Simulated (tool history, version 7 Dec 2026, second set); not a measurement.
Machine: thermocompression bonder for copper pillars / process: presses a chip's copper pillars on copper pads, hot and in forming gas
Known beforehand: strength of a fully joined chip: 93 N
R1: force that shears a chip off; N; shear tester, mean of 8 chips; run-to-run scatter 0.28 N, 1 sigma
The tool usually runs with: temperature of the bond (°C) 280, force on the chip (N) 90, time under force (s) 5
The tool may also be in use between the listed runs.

Run 1, hour 0: usual settings. Result: R1 51 N.
Run 2, hour 32.3: usual settings. Result: R1 51.2 N.
At hour 59.3: forming gas filter changed.
Run 3, hour 88.6: usual settings. Result: R1 52.7 N.
Run 4, hour 129.9: usual settings. Result: R1 52.2 N.
Run 5, hour 159.2: usual settings. Result: R1 52.7 N.
Run 6, hour 219.6: usual settings. Result: R1 51.9 N.
Run 7, hour 250.9: usual settings. Result: R1 52.1 N.
Run 8, hour 305.7: usual settings. Result: R1 51.2 N.
At hour 339.5: heater calibrated with a thermocouple chip.
Run 9, hour 362.2: usual settings. Result: R1 54.4 N.
Run 10, hour 417.2: usual settings. Result: R1 53.5 N.
Run 11, hour 468.3: usual settings. Result: R1 53.7 N.
At hour 511.2: forming gas filter changed.
Run 12, hour 520.5: usual settings. Result: R1 55.2 N.
Run 13, hour 567.3: usual settings. Result: R1 54.8 N.
Run 14, hour 620.5: usual settings but temperature of the bond (°C) 295, force on the chip (N) 72, time under force (s) 11. Result: R1 67.7 N.
Run 15, hour 654.9: usual settings but temperature of the bond (°C) 295, force on the chip (N) 72, time under force (s) 3. Result: R1 46.4 N.
Run 16, hour 681.1: usual settings but temperature of the bond (°C) 258, force on the chip (N) 105, time under force (s) 3. Result: R1 38.3 N.
Run 17, hour 740.5: usual settings but temperature of the bond (°C) 258, force on the chip (N) 105, time under force (s) 3. Result: R1 37.9 N.
Run 18, hour 773: usual settings but temperature of the bond (°C) 255, force on the chip (N) 85, time under force (s) 3. Result: R1 30.6 N.
Run 19, hour 800.5: usual settings but temperature of the bond (°C) 274, force on the chip (N) 56, time under force (s) 6. Result: R1 36.7 N.
Run 20, hour 861.7: usual settings but temperature of the bond (°C) 274, force on the chip (N) 89, time under force (s) 10. Result: R1 60.5 N.
Run 21, hour 898.5: usual settings but temperature of the bond (°C) 252, force on the chip (N) 89, time under force (s) 11. Result: R1 47.9 N.
Run 22, hour 933.7: usual settings but temperature of the bond (°C) 261, force on the chip (N) 88, time under force (s) 7. Result: R1 45.7 N.
At hour 964.1: forming gas filter changed.
Run 23, hour 986.1: usual settings but temperature of the bond (°C) 264, force on the chip (N) 60. Result: R1 31.4 N.
Run 24, hour 1039.4: usual settings but temperature of the bond (°C) 264, force on the chip (N) 60. Result: R1 31.3 N.
Run 25, hour 1079.7: usual settings but temperature of the bond (°C) 264, force on the chip (N) 60. Result: R1 31.5 N.
At hour 1139: heater calibrated with a thermocouple chip.
Run 26, hour 1139.2: usual settings but temperature of the bond (°C) 291, force on the chip (N) 113. Result: R1 70.3 N.

Forecast each of these 4 alternatives for the next run:
Run A, hour 1173.7: usual settings but temperature of the bond (°C) 291, force on the chip (N) 60, time under force (s) 4. Result: R1 ?.
Run B, hour 1173.7: usual settings but temperature of the bond (°C) 292, force on the chip (N) 83. Result: R1 ?.
Run C, hour 1173.7: usual settings but temperature of the bond (°C) 268, force on the chip (N) 98, time under force (s) 3. Result: R1 ?.
Run D, hour 1173.7: usual settings but force on the chip (N) 75. Result: R1 ?.

run    R1
  A  43.9
  B    60
  C  43.4
  D  48.9
The same runs, with their run-to-run variation unchanged, on a tool lacking any hidden condition would have given:
run    R1
  A  42.2
  B  58.3
  C  41.7
  D  47.2

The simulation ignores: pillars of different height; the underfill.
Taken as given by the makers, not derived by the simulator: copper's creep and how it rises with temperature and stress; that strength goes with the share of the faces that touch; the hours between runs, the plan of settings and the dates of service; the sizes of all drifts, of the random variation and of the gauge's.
